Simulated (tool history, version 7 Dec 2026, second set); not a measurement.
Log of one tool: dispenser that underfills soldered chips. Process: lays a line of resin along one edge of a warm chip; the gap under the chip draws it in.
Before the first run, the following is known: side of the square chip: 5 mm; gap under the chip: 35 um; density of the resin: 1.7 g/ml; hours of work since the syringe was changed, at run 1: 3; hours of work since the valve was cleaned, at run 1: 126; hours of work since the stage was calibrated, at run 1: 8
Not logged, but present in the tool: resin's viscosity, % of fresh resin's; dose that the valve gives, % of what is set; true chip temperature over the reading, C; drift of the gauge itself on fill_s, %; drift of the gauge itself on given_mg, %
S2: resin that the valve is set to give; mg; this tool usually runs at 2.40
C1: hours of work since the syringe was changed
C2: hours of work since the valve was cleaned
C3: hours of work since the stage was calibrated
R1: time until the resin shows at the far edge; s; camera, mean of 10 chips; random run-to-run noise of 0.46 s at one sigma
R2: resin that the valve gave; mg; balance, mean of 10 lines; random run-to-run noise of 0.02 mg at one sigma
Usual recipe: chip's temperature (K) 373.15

Run 1, day 0.000: usual settings; C1 3; C2 126; C3 8. Result: R1 43.5 s, R2 2.16 mg.
Run 2, day 0.125: usual settings; C1 5; C2 128; C3 10. Result: R1 49.0 s, R2 2.19 mg.
At day 0.233: new syringe of resin.
Run 3, day 0.329: usual settings but S2 2.01 mg; C1 1; C2 131; C3 13. Result: R1 39.7 s, R2 1.83 mg.
Run 4, day 0.492: usual settings but S2 2.01 mg; C1 4; C2 133; C3 15. Result: R1 47.0 s, R2 1.79 mg.
Run 5, day 0.633: usual settings but S2 2.01 mg; C1 6; C2 135; C3 17. Result: R1 52.9 s, R2 1.83 mg.
At day 0.692: new syringe of resin.
Run 6, day 0.767: usual settings but S2 2.01 mg; C1 1; C2 137; C3 19. Result: R1 40.0 s, R2 1.84 mg.
At day 0.962: dispensing valve cleaned and set on the balance.
Run 7, day 1.062: usual settings but chip's temperature (K) 369.15; C1 5; C2 1; C3 23. Result: R1 51.7 s, R2 2.42 mg.
At day 1.192: new syringe of resin.
Run 8, day 1.275: usual settings but chip's temperature (K) 369.15; C1 1; C2 4; C3 26. Result: R1 42.9 s, R2 2.40 mg.
Run 9, day 1.496: usual settings but chip's temperature (K) 369.15; C1 4; C2 8; C3 29. Result: R1 50.1 s, R2 2.40 mg.
At day 1.638: new syringe of resin.
Run 10, day 1.708: usual settings but chip's temperature (K) 369.15; C1 1; C2 10; C3 32. Result: R1 41.7 s, R2 2.36 mg.
Run 11, day 1.975: usual settings but chip's temperature (K) 369.15, S2 2.30 mg; C1 5; C2 14; C3 36. Result: R1 53.1 s, R2 2.23 mg.
At day 2.092: new syringe of resin.
Run 12, day 2.233: usual settings; C1 2; C2 18; C3 39. Result: R1 39.7 s, R2 2.38 mg.
Run 13, day 2.383: usual settings; C1 4; C2 20; C3 42. Result: R1 44.8 s, R2 2.37 mg.
At day 2.554: new syringe of resin.
Run 14, day 2.629: usual settings but S2 2.33 mg; C1 1; C2 23; C3 45. Result: R1 37.1 s, R2 2.30 mg.
Run 15, day 2.883: usual settings but chip's temperature (K) 371.15; C1 5; C2 27; C3 49. Result: R1 49.7 s, R2 2.34 mg.
At day 3.017: new syringe of resin.
Run 16, day 3.129: usual settings but S2 2.94 mg; C1 2; C2 31; C3 52. Result: R1 37.3 s, R2 2.88 mg.
Run 17, day 3.250: usual settings but S2 2.94 mg; C1 3; C2 32; C3 54. Result: R1 41.6 s, R2 2.88 mg.
Run 18, day 3.425: usual settings but chip's temperature (K) 382.15; C1 6; C2 35; C3 56. Result: R1 38.9 s, R2 2.34 mg.
At day 3.479: new syringe of resin.
Run 19, day 3.562: usual settings but chip's temperature (K) 382.15; C1 1; C2 37; C3 58. Result: R1 29.5 s, R2 2.33 mg.
Run 20, day 3.792: usual settings but chip's temperature (K) 359.15; C1 4; C2 40; C3 61. Result: R1 68.2 s, R2 2.34 mg.
At day 3.942: new syringe of resin.
Run 21, day 3.942: usual settings but chip's temperature (K) 369.15, S2 2.15 mg; C1 0; C2 42; C3 63. Result: R1 40.5 s, R2 2.08 mg.
Run 22, day 4.196: usual settings but chip's temperature (K) 369.15, S2 2.15 mg; C1 4; C2 46; C3 67. Result: R1 50.3 s, R2 2.08 mg.
At day 4.404: new syringe of resin.
Run 23, day 4.446: usual settings but chip's temperature (K) 369.15, S2 2.15 mg; C1 1; C2 49; C3 71. Result: R1 40.6 s, R2 2.10 mg.
Run 24, day 4.583: usual settings but chip's temperature (K) 385.15, S2 2.38 mg; C1 3; C2 51; C3 73. Result: R1 28.7 s, R2 2.29 mg.
Run 25, day 4.796: usual settings but chip's temperature (K) 374.15, S2 2.82 mg; C1 6; C2 54; C3 76. Result: R1 48.0 s, R2 2.70 mg.
At day 4.867: new syringe of resin.
Run 26, day 4.975: usual settings but chip's temperature (K) 388.15, S2 2.49 mg; C1 2; C2 57; C3 78. Result: R1 26.3 s, R2 2.38 mg.
Run 27, day 5.175: usual settings but chip's temperature (K) 385.15, S2 2.49 mg; C1 4; C2 59; C3 81. Result: R1 33.8 s, R2 2.42 mg.
At day 5.317: new syringe of resin.
Run 28, day 5.317: usual settings but chip's temperature (K) 385.15, S2 2.49 mg; C1 0; C2 61; C3 83. Result: R1 25.4 s, R2 2.38 mg.
Run 29, day 5.521: usual settings but chip's temperature (K) 383.15, S2 2.11 mg; C1 3; C2 64; C3 86. Result: R1 32.6 s, R2 1.98 mg.
Run 30, day 5.738: usual settings but chip's temperature (K) 361.15, S2 2.11 mg; C1 6; C2 67; C3 89. Result: R1 72.7 s, R2 2.03 mg.
At day 5.771: new syringe of resin.
Run 31, day 5.950: usual settings but chip's temperature (K) 386.15, S2 2.08 mg; C1 3; C2 70; C3 92. Result: R1 29.7 s, R2 1.96 mg.
Run 32, day 6.071: usual settings but chip's temperature (K) 359.15, S2 2.87 mg; C1 4; C2 72; C3 94. Result: R1 65.3 s, R2 2.75 mg.
Run 33, day 6.179: usual settings but chip's temperature (K) 377.15, S2 2.52 mg; C1 6; C2 74; C3 95. Result: R1 43.9 s, R2 2.39 mg.
At day 6.225: new syringe of resin.
Run 34, day 6.404: usual settings but chip's temperature (K) 369.15, S2 2.37 mg; C1 3; C2 77; C3 98. Result: R1 47.1 s, R2 2.29 mg.
At day 6.675: new syringe of resin.
Run 35, day 6.675: usual settings but chip's temperature (K) 369.15, S2 2.37 mg; C1 0; C2 81; C3 102. Result: R1 40.3 s, R2 2.24 mg.

Below are 4 alternative next runs, each starting from the tool's condition after run 35. Predict each:
Run A, day 6.904: usual settings but chip's temperature (K) 369.15, S2 2.67 mg; C1 3; C2 84; C3 105. Result: R1 ?, R2 ?.
Run B, day 6.904: usual settings but chip's temperature (K) 369.15, S2 2.01 mg; C1 3; C2 84; C3 105. Result: R1 ?, R2 ?.
Run C, day 6.904: usual settings but chip's temperature (K) 367.15, S2 2.08 mg; C1 3; C2 84; C3 105. Result: R1 ?, R2 ?.
Run D, day 6.904: usual settings but chip's temperature (K) 369.15, S2 2.95 mg; C1 3; C2 84; C3 105. Result: R1 ?, R2 ?.

run    R1    R2
  A  48.0  2.49
  B  50.4  1.88
  C  52.3  1.97
  D  47.7  2.78
Take away the tool's hidden state, keep each run's random variation, and the runs would have read:
run    R1    R2
  A  39.6  2.64
  B  41.0  2.00
  C  42.5  2.08
  D  39.4  2.94
